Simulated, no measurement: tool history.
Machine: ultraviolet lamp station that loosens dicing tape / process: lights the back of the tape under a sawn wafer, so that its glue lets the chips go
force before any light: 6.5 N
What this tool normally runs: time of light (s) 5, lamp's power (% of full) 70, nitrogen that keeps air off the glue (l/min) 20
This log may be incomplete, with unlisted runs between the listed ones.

run	hour	time of light (s)	lamp's power (% of full)	nitrogen that keeps air off the glue (l/min)	force that peels the tape off (N)	light that reached the tape (mJ/cm2)
1	0.0	5	70	20	0.743	339
2	30.6	5	70	20	0.784	340
3	72.9	5	94	20	0.452	447
4	115.3	5	94	20	0.451	444
5	163.4	5	94	20	0.462	434
6	210.5	5	94	20	0.462	431
7	239.3	5	94	20	0.483	423
8	284.0	5	94	20	0.507	419
9	323.3	5	93	20	0.521	402
10	348.7	5	64	20	1.064	277
11	382.4	5	64	20	1.092	273
12	433.2	5	64	20	1.145	268
# hour 438.3: window cleaned of glue's vapour
13	481.3	5	64	20	1.345	239
14	507.4	5	64	20	1.402	233
15	538.9	5	64	20	1.424	234
16	587.6	5	72	19	1.265	258
17	628.9	5	72	19	1.257	254
18	663.6	6	71	26	0.840	294
# hour 700.0: window cleaned of glue's vapour, once more
19	708.3	2	64	19	2.816	124
20	751.5	2	64	19	2.944	122
21	786.5	3	78	9	2.109	221
22	841.4	4	70	20	1.232	262
23	870.5	6	64	8	1.215	347
24	914.3	3	85	8	2.120	230
25	952.2	2	70	20	2.831	121
26	999.4	2	70	20	2.950	123
27	1049.4	7	78	20	0.412	467

Forecast each of these 5 alternatives for the next run:
A	1093.2	7	69	7	?	?
B	1093.2	7	78	10	?	?
C	1093.2	5	70	8	?	?
D	1093.2	6	78	8	?	?
E	1093.2	6	85	13	?	?

run	force that peels the tape off (N)	light that reached the tape (mJ/cm2)
A	1.025	409
B	0.628	462
C	1.627	296
D	0.965	391
E	0.618	429
Had the tool no hidden state, the same runs would have come out as:
run	force that peels the tape off (N)	light that reached the tape (mJ/cm2)
A	0.609	542
B	0.351	613
C	1.053	392
D	0.565	519
E	0.351	568

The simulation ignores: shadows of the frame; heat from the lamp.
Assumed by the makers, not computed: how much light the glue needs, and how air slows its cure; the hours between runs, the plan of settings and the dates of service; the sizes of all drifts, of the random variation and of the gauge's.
